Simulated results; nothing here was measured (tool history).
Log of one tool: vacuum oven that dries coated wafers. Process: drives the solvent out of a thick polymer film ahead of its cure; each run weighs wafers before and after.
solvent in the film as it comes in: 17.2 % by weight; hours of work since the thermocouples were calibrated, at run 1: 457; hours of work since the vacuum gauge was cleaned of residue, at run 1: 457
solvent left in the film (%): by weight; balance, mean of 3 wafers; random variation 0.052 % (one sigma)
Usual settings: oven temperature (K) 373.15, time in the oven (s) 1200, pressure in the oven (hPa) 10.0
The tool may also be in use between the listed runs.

| run | hour | oven temperature (K) | time in the oven (s) | pressure in the oven (hPa) | hours of work since the thermocouples were calibrated | hours of work since the vacuum gauge was cleaned of residue | solvent left in the film (%) |
|---|---|---|---|---|---|---|---|
| 1 | 0.0 | 373.15 | 1200 | 10.0 | 457 | 457 | 1.66 |
| 2 | 14.0 | 373.15 | 960 | 10.0 | 466 | 466 | 2.24 |
| 3 | 30.9 | 373.15 | 1200 | 13.4 | 476 | 476 | 2.09 |
| 4 | 45.8 | 373.15 | 1200 | 13.4 | 486 | 486 | 2.10 |
| 5 | 58.5 | 373.15 | 1200 | 13.4 | 494 | 494 | 2.08 |
| 6 | 71.6 | 373.15 | 1200 | 13.4 | 502 | 502 | 2.04 |
| 7 | 91.6 | 373.15 | 1200 | 13.4 | 515 | 515 | 2.04 |
| 8 | 103.1 | 373.15 | 1200 | 13.4 | 522 | 522 | 1.98 |
| 9 | 126.4 | 381.15 | 960 | 15.2 | 537 | 537 | 1.69 |
| 10 | 150.5 | 381.15 | 960 | 15.2 | 552 | 552 | 1.79 |
| 11 | 175.6 | 381.15 | 840 | 10.3 | 568 | 568 | 1.50 |
| 12 | 192.8 | 381.15 | 900 | 9.0 | 579 | 579 | 1.37 |
| 13 | 215.0 | 381.15 | 900 | 9.0 | 594 | 594 | 1.37 |
| 14 | 243.0 | 383.15 | 900 | 33.4 | 611 | 611 | 2.85 |
| 15 | 269.4 | 383.15 | 1860 | 29.2 | 628 | 628 | 2.31 |

Forecast each of these 3 alternatives for the next run:
| A | 288.2 | 370.15 | 2040 | 6.8 | 640 | 640 | ? |
| B | 288.2 | 383.15 | 960 | 29.2 | 640 | 640 | ? |
| C | 288.2 | 383.15 | 1020 | 37.9 | 640 | 640 | ? |

| run | solvent left in the film (%) |
|---|---|
| A | 1.22 |
| B | 2.61 |
| C | 3.26 |
Without the tool's hidden state the same runs would have given:
| run | solvent left in the film (%) |
|---|---|
| A | 0.94 |
| B | 2.46 |
| C | 3.12 |
